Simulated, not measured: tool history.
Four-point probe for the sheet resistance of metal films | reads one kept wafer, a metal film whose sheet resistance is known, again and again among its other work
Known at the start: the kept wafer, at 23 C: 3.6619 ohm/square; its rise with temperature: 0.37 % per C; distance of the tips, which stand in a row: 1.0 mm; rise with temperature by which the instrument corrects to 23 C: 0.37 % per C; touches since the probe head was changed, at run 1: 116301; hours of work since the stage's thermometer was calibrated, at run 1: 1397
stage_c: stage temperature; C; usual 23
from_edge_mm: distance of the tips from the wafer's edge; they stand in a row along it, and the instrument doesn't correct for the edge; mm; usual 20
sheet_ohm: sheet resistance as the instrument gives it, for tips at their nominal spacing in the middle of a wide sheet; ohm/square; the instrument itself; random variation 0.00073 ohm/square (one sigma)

| run | day | stage_c | from_edge_mm | touches since the probe head was changed | hours of work since the stage's thermometer was calibrated | sheet_ohm |
|---|---|---|---|---|---|---|
| 1 | 0 | 23 | 20 | 116301 | 1397 | 3.636027 |
| 2 | 4.517 | 23 | 20 | 118847 | 1450 | 3.636802 |
| 3 | 7.704 | 23 | 20 | 120646 | 1487 | 3.635833 |
| 4 | 13.121 | 23 | 68 | 123699 | 1550 | 3.630432 |
| 5 | 16.096 | 23 | 68 | 125378 | 1585 | 3.628695 |
| 6 | 19.462 | 23 | 68 | 127275 | 1625 | 3.630072 |
| 7 | 24.142 | 23 | 20 | 129914 | 1679 | 3.633292 |
| 8 | 29.508 | 23 | 20 | 132941 | 1742 | 3.63377 |
| 9 | 32.004 | 23 | 20 | 134347 | 1771 | 3.631425 |
| 10 | 35.85 | 28 | 4 | 136518 | 1816 | 3.744721 |
|  | 37.733 | new probe head fitted |
| 11 | 40.617 | 28 | 4 | 1626 | 1872 | 3.800057 |
|  | 43.229 | stage's thermometer calibrated |
| 12 | 43.567 | 28 | 4 | 3278 | 4 | 3.797672 |
| 13 | 48.529 | 31 | 54 | 6075 | 62 | 3.676471 |
| 14 | 52.117 | 31 | 54 | 8098 | 104 | 3.677207 |
| 15 | 55.754 | 23 | 66 | 10150 | 146 | 3.677262 |
| 16 | 58.583 | 23 | 66 | 11745 | 180 | 3.676875 |
| 17 | 61.108 | 23 | 66 | 13169 | 209 | 3.676985 |

4 ways to go on from here, each from the tool as it stands after run 17. What would each give?
| A | 65.3 | 26 | 43 | 15533 | 258 | ? |
| B | 65.3 | 27 | 15 | 15533 | 258 | ? |
| C | 65.3 | 19 | 9 | 15533 | 258 | ? |
| D | 65.3 | 31 | 6 | 15533 | 258 | ? |

| run | sheet_ohm |
|---|---|
| A | 3.676011 |
| B | 3.684588 |
| C | 3.701152 |
| D | 3.729204 |
Without the tool's hidden state the same runs would have given:
| run | sheet_ohm |
|---|---|
| A | 3.661999 |
| B | 3.670548 |
| C | 3.687032 |
| D | 3.715018 |

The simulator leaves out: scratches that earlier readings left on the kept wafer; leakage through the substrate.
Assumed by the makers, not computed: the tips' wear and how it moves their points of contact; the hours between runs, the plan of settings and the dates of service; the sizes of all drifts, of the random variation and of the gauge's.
